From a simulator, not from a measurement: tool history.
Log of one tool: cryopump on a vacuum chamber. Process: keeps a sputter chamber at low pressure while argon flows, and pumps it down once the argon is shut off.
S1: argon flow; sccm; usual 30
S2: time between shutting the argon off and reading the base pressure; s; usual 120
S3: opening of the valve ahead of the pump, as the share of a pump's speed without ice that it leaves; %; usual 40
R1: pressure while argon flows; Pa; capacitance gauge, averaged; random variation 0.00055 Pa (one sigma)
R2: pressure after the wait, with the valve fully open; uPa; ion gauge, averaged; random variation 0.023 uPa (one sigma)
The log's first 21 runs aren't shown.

-- hour=1977.5 pump warmed up, emptied and cooled again
run 22 hour=2016.5 | S1=13 S2=82 S3=47 | R1=0.0217 R2=1.12
run 23 hour=2092.4 | S1=13 S2=82 S3=47 | R1=0.0225 R2=1.13
run 24 hour=2163.1 | S1=26 S2=219 S3=38 | R1=0.0556 R2=0.67
run 25 hour=2227.5 | S1=30 S2=286 S3=20 | R1=0.1217 R2=0.59
run 26 hour=2334.2 | S1=30 S2=67 S3=45 | R1=0.0559 R2=1.43
run 27 hour=2459.1 | S1=30 S2=67 S3=45 | R1=0.0565 R2=1.55
-- hour=2506.4 pump warmed up, emptied and cooled again
run 28 hour=2553.5 | S1=12 S2=25 S3=17 | R1=0.0561 R2=3.13
run 29 hour=2652.5 | S1=12 S2=25 S3=17 | R1=0.0559 R2=3.18
run 30 hour=2762 | S1=12 S2=25 S3=21 | R1=0.0465 R2=3.36
run 31 hour=2817.3 | S1=12 S2=25 S3=21 | R1=0.0469 R2=3.27
run 32 hour=2893.7 | S1=56 S2=26 S3=33 | R1=0.1405 R2=3.32
run 33 hour=2997.6 | S1=22 S2=84 S3=19 | R1=0.0949 R2=1.54
-- hour=3034.2 pump warmed up, emptied and cooled again
run 34 hour=3122.7 | S1=23 S2=151 S3=31 | R1=0.0592 R2=1.12
run 35 hour=3222.9 | S1=23 S2=151 S3=31 | R1=0.0602 R2=1.19

3 ways to go on from here, each from the tool as it stands after run 35. What would each give?
run A hour=3337.3 | S1=58 S2=31 S3=19 | R1=? R2=?
run B hour=3337.3 | S1=30 S2=120 S3=44 | R1=? R2=?
run C hour=3337.3 | S1=30 S2=188 S3=40 | R1=? R2=?

run=A R1=0.2462 R2=2.99
run=B R1=0.0559 R2=1.37
run=C R1=0.0627 R2=1.17
Without the tool's hidden state the same runs would have given:
run=A R1=0.2408 R2=2.28
run=B R1=0.0531 R2=0.68
run=C R1=0.0599 R2=0.49
